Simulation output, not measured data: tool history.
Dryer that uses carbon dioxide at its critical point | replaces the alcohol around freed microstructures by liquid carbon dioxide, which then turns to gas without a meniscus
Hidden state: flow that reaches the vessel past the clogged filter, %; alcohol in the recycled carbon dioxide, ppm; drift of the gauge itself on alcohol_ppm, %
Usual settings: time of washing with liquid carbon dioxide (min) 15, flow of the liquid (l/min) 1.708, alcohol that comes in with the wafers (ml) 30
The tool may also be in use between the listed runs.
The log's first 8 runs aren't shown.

| run | hour | time of washing with liquid carbon dioxide (min) | flow of the liquid (l/min) | alcohol that comes in with the wafers (ml) | hours of work since the filter was changed | hours of work since the purifier's bed was changed | alcohol left in the vessel before it's heated (ppm by volume) |
|---|---|---|---|---|---|---|---|
| 9 | 62.9 | 15 | 1.1 | 30 | 189 | 116 | 204 |
| 10 | 69.8 | 15 | 1.1 | 30 | 193 | 120 | 208 |
| 11 | 74.7 | 15 | 1.1 | 30 | 196 | 123 | 195 |
| 12 | 80.9 | 15 | 1.1 | 30 | 200 | 127 | 216 |
| 13 | 89.3 | 15 | 1.1 | 30 | 204 | 132 | 203 |
| 14 | 94.6 | 15 | 1.1 | 30 | 208 | 135 | 214 |
| 15 | 101.4 | 15 | 1.1 | 30 | 212 | 139 | 209 |
| 16 | 105.7 | 15 | 1.1 | 30 | 214 | 142 | 211 |
| 17 | 113.3 | 15 | 1.1 | 71 | 219 | 146 | 476 |
| 18 | 118.1 | 21 | 1.708 | 30 | 222 | 149 | 32 |
| 19 | 127.3 | 21 | 1.708 | 30 | 227 | 154 | 32 |
| 20 | 135.5 | 21 | 1.708 | 30 | 232 | 159 | 24 |
| 21 | 145.6 | 15 | 2.39 | 30 | 238 | 165 | 47 |
| 22 | 149.8 | 10 | 2.14 | 30 | 240 | 168 | 101 |
| 23 | 155.6 | 22 | 2.14 | 30 | 244 | 171 | 36 |
| 24 | 164.9 | 23 | 1.76 | 78 | 249 | 177 | 47 |
| 25 | 172.8 | 13 | 1.48 | 73 | 254 | 181 | 316 |
| 26 | 179.6 | 10 | 1.13 | 42 | 258 | 185 | 921 |
| 27 | 188.6 | 15 | 1.82 | 71 | 263 | 191 | 89 |
| 28 | 193.8 | 19 | 1.22 | 27 | 266 | 194 | 72 |
| 29 | 201.4 | 21 | 1.59 | 27 | 271 | 198 | 38 |
| 30 | 211.3 | 20 | 1.708 | 30 | 277 | 204 | 44 |
| 31 | 220.3 | 20 | 1.708 | 27 | 282 | 210 | 42 |
| 32 | 227.6 | 20 | 1.708 | 27 | 286 | 214 | 49 |
| 33 | 234 | 20 | 1.708 | 27 | 290 | 218 | 43 |

Forecast run 34:
| 34 | 241.8 | 23 | 1.708 | 37 | 295 | 222 | ? |

{"run 34": {"alcohol left in the vessel before it's heated (ppm by volume)": 49}}
Without the tool's hidden state the same run would have given alcohol left in the vessel before it's heated (ppm by volume) 14.

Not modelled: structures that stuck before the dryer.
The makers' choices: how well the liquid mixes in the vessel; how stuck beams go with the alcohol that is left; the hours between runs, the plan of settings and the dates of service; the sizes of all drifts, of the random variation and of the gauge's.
